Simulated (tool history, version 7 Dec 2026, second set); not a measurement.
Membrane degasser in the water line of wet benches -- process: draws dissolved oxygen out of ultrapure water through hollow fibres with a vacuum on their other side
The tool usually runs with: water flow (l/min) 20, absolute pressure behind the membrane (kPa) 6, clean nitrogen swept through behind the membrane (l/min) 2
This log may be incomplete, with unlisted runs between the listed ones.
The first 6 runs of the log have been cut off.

run     day  water flow (l/min)  absolute pressure behind the membrane (kPa)  clean nitrogen swept through behind the membrane (l/min)  dissolved oxygen in the water behind the degasser (ppb)  pressure that the water loses in the fibres (kPa)
  7  24.233                  20                                         5.73                                                         2                                                    113.2                                              56.24
  8  26.762                  20                                         5.73                                                         2                                                    114.9                                              56.33
  9  29.883                  20                                         5.73                                                         2                                                    113.1                                              56.43
 10  34.975                  20                                         5.73                                                         2                                                    115.7                                              56.33
 11  38.017                  20                                            6                                                      1.25                                                    153.7                                              56.34
 12  41.196                  20                                            6                                                      1.25                                                    156.5                                              56.69
 13  44.583                  20                                            6                                                      1.25                                                    156.7                                              56.14
 14  48.588                  20                                            6                                                      1.25                                                    155.4                                              56.53
 15  54.338                  20                                            6                                                      1.25                                                    154.1                                               56.5
 16  57.608                  13                                            6                                                         2                                                     61.9                                              37.12
 17    61.5                  20                                        10.11                                                      1.82                                                    229.7                                              56.77
 18  66.529                  20                                        10.11                                                      3.93                                                    137.7                                              56.59
 19  70.317                  26                                         4.01                                                         2                                                    123.8                                              73.66
 20  73.529                  26                                         5.22                                                      0.95                                                    213.6                                              74.06
 21  78.717                  15                                          5.5                                                      4.21                                                     47.4                                              42.69

Run 22 comes next. What will it give?
 22  82.642                  15                                        14.88                                                      1.28                                                        ?                                                  ?

Logged for run 22: dissolved oxygen in the water behind the degasser (ppb) 335.4, pressure that the water loses in the fibres (kPa) 42.72.
Without the tool's hidden state the same run would have given dissolved oxygen in the water behind the degasser (ppb) 335.3, pressure that the water loses in the fibres (kPa) 42.04.
